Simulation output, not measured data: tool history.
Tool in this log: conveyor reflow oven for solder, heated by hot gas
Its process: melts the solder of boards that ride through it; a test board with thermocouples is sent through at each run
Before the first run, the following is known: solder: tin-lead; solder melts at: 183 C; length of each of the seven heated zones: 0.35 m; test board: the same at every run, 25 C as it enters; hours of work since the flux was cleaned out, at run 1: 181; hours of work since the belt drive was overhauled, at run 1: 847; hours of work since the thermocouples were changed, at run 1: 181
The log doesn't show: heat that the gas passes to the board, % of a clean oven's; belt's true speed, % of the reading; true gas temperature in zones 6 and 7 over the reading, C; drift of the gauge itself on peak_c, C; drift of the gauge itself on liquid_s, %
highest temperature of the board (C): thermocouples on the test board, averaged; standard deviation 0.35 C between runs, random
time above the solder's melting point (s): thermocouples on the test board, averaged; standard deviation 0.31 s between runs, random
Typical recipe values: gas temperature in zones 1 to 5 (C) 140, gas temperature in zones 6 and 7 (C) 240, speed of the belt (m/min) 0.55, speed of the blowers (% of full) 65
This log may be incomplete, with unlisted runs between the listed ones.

| run | hour | gas temperature in zones 1 to 5 (C) | gas temperature in zones 6 and 7 (C) | speed of the belt (m/min) | speed of the blowers (% of full) | hours of work since the flux was cleaned out | hours of work since the belt drive was overhauled | hours of work since the thermocouples were changed | highest temperature of the board (C) | time above the solder's melting point (s) |
|---|---|---|---|---|---|---|---|---|---|---|
| 1 | 0 | 140 | 240 | 0.55 | 65 | 181 | 847 | 181 | 220.5 | 59.8 |
| 2 | 65.9 | 140 | 240 | 0.55 | 65 | 208 | 874 | 208 | 220.6 | 59.3 |
| 3 | 108.3 | 140 | 240 | 0.55 | 65 | 225 | 891 | 225 | 219.2 | 59.8 |
| 4 | 155 | 140 | 240 | 0.556 | 65 | 244 | 909 | 244 | 218.6 | 58 |
| 5 | 208.5 | 140 | 240 | 0.556 | 65 | 265 | 931 | 265 | 218.6 | 57.6 |
| 6 | 254.2 | 140 | 240 | 0.556 | 65 | 283 | 949 | 283 | 219.2 | 58.4 |
| 7 | 315.7 | 140 | 240 | 0.556 | 65 | 308 | 974 | 308 | 218.5 | 57.9 |
| 8 | 395 | 140 | 240 | 0.556 | 65 | 340 | 1006 | 340 | 218.4 | 58.2 |
| 9 | 433.1 | 140 | 240 | 0.556 | 65 | 355 | 1021 | 355 | 218.4 | 57.6 |
|  | 478.6 | flux residue cleaned out of gas plates and filters |
| 10 | 507 | 138 | 240 | 0.55 | 65 | 11 | 1048 | 383 | 215 | 54.5 |
| 11 | 553.5 | 140 | 232 | 0.55 | 65 | 30 | 1067 | 401 | 208.7 | 49.2 |
| 12 | 591.7 | 140 | 240 | 0.55 | 65 | 45 | 1082 | 416 | 215.6 | 55.6 |
| 13 | 655.8 | 140 | 240 | 0.55 | 65 | 71 | 1108 | 442 | 215.2 | 55.1 |
| 14 | 698.6 | 140 | 248 | 0.55 | 65 | 88 | 1125 | 459 | 221.9 | 60.8 |
| 15 | 747 | 140 | 248 | 0.534 | 65 | 108 | 1145 | 479 | 223.3 | 64.1 |
| 16 | 808.3 | 134 | 236 | 0.519 | 65 | 132 | 1169 | 503 | 212.8 | 53.5 |
| 17 | 876.4 | 140 | 230 | 0.652 | 73 | 159 | 1196 | 530 | 200.8 | 31.2 |
|  | 913.1 | flux residue cleaned out of gas plates and filters, once more |
| 18 | 919.8 | 134 | 251 | 0.577 | 80 | 3 | 1212 | 546 | 232.6 | 62.8 |
|  | 948.3 | thermocouples of zones 6 and 7 changed |
| 19 | 967.9 | 140 | 251 | 0.577 | 80 | 21 | 1230 | 8 | 231.6 | 65.1 |
| 20 | 1008.4 | 140 | 238 | 0.577 | 63 | 37 | 1246 | 24 | 217.5 | 54.7 |

Run 21 has not been measured yet. What should we expect?
| 21 | 1043.8 | 140 | 247 | 0.442 | 65 | 52 | 1261 | 38 | ? | ? |

{"run 21": {"highest temperature of the board (C)": 234.7, "time above the solder's melting point (s)": 87.1}}
If the tool had no hidden condition, the same run with the same run-to-run variation would have returned highest temperature of the board (C) 234.3, time above the solder's melting point (s) 85.8.
